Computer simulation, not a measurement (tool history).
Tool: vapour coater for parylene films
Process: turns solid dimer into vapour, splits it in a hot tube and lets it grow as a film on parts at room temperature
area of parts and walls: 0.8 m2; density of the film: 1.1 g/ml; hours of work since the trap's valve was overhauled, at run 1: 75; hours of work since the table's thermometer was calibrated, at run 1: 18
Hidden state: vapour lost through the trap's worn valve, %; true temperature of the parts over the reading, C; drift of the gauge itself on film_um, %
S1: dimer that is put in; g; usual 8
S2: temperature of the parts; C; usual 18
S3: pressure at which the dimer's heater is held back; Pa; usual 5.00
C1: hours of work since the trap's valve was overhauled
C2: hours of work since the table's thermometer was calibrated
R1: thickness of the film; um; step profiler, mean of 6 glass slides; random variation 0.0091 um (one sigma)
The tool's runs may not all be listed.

run,hour,S1,S2,S3,C1,C2,R1
1,0.0,8,18,5.00,75,18,4.311
2,50.8,8,18,5.00,120,63,4.307
3,105.5,8,18,5.00,169,112,4.302
4,162.9,8,18,5.00,221,164,4.311
5,214.8,8,18,5.00,267,210,4.307
6,260.9,8,18,5.00,308,252,4.315
7,324.2,8,18,5.00,365,308,4.318
8,360.3,8,18,5.00,397,341,4.321
9,415.3,8,18,5.00,447,390,4.321
10,459.6,8,18,3.50,486,430,4.694
# hour 466.3: trap's valve overhauled
11,495.8,4,18,5.00,26,458,2.176
12,521.4,4,18,5.00,49,481,2.173
13,552.0,4,18,5.00,77,509,2.176
14,584.0,4,18,5.00,105,537,2.169
15,635.1,8,29,5.00,151,583,3.552
16,665.2,8,29,5.00,178,610,3.542
17,698.1,8,18,5.00,208,640,4.354
18,746.8,8,18,5.00,251,683,4.350
19,805.6,8,18,5.00,304,736,4.348
20,868.2,8,18,5.00,360,792,4.377
21,921.4,8,18,5.00,408,840,4.362
22,951.2,8,18,5.00,434,866,4.365
23,982.1,8,18,5.00,462,894,4.374
# hour 1015.0: trap's valve overhauled
24,1026.8,8,13,7.30,11,930,4.399
25,1065.7,4,18,10.94,45,965,1.829
26,1124.9,4,18,10.94,98,1018,1.826
27,1188.3,8,18,2.52,155,1075,5.139
28,1225.1,7,18,6.48,188,1108,3.630
29,1264.3,7,18,6.48,223,1143,3.610
30,1310.9,7,18,3.26,265,1185,4.234
31,1354.8,8,18,4.42,304,1224,4.529
# hour 1365.3: gauge calibrated
32,1407.9,8,18,4.42,352,1272,4.423
33,1460.2,11,12,4.24,399,1319,6.884
34,1520.1,8,18,5.00,452,1372,4.310
35,1558.4,8,16,8.32,487,1407,3.982
# hour 1564.9: trap's valve overhauled
36,1599.4,10,13,9.70,31,1440,5.071
37,1635.6,9,25,4.95,63,1472,4.278
38,1689.3,8,25,4.95,111,1520,3.816
# hour 1708.6: table's thermometer calibrated
39,1729.0,8,25,4.95,146,18,3.814
40,1765.1,8,25,4.95,178,51,3.817
41,1806.0,8,16,7.19,215,87,4.119
42,1845.4,4,10,3.49,250,123,2.715
43,1898.2,11,14,10.82,298,170,5.378
44,1942.6,13,16,11.75,337,210,6.002
45,1998.0,13,29,4.19,387,259,5.993

5 ways to go on from here, each from the tool as it stands after run 45. What would each give?
A,2035.3,11,18,2.84,420,293,?
B,2035.3,11,11,2.56,420,293,?
C,2035.3,4,27,5.00,420,293,?
D,2035.3,8,13,5.00,420,293,?
E,2035.3,8,13,5.18,420,293,?

run,R1
A,6.785
B,7.922
C,1.841
D,4.754
E,4.740
Without the tool's hidden state the same runs would have given:
run,R1
A,6.721
B,7.847
C,1.824
D,4.709
E,4.695
